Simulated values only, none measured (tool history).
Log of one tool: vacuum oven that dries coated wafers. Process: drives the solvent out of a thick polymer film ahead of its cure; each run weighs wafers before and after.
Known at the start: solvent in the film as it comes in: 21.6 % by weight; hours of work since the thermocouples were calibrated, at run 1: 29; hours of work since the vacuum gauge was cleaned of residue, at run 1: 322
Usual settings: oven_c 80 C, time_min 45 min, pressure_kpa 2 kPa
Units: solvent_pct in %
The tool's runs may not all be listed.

| run | hour | oven_c | time_min | pressure_kpa | hours of work since the thermocouples were calibrated | hours of work since the vacuum gauge was cleaned of residue | solvent_pct |
|---|---|---|---|---|---|---|---|
| 1 | 0 | 80 | 45 | 2 | 29 | 322 | 3.36 |
| 2 | 18 | 80 | 45 | 2 | 38 | 331 | 3.49 |
| 3 | 29.2 | 80 | 45 | 2 | 43 | 336 | 3.34 |
| 4 | 45.9 | 80 | 45 | 2 | 51 | 344 | 3.32 |
|  | 48.2 | vacuum gauge cleaned of residue and calibrated |
| 5 | 63.6 | 79 | 45 | 2 | 59 | 7 | 3.73 |
| 6 | 80.4 | 79 | 45 | 2 | 67 | 15 | 3.65 |
| 7 | 90.8 | 94 | 64 | 4.28 | 72 | 20 | 3.64 |
| 8 | 102.8 | 74 | 51 | 1.49 | 77 | 26 | 3.66 |
| 9 | 119 | 87 | 45 | 1.11 | 85 | 33 | 1.58 |
|  | 128.6 | vacuum gauge cleaned of residue and calibrated, once more |
| 10 | 129.3 | 87 | 45 | 1.11 | 89 | 0 | 1.33 |

3 ways to go on from here, each from the tool as it stands after run 10. What would each give?
| A | 138.8 | 81 | 45 | 1.11 | 94 | 5 | ? |
| B | 138.8 | 71 | 45 | 1.58 | 94 | 5 | ? |
| C | 138.8 | 80 | 34 | 2.32 | 94 | 5 | ? |

| run | solvent_pct |
|---|---|
| A | 2.02 |
| B | 4.67 |
| C | 4.32 |
Without the tool's hidden state the same runs would have given:
| run | solvent_pct |
|---|---|
| A | 2.01 |
| B | 4.66 |
| C | 4.31 |
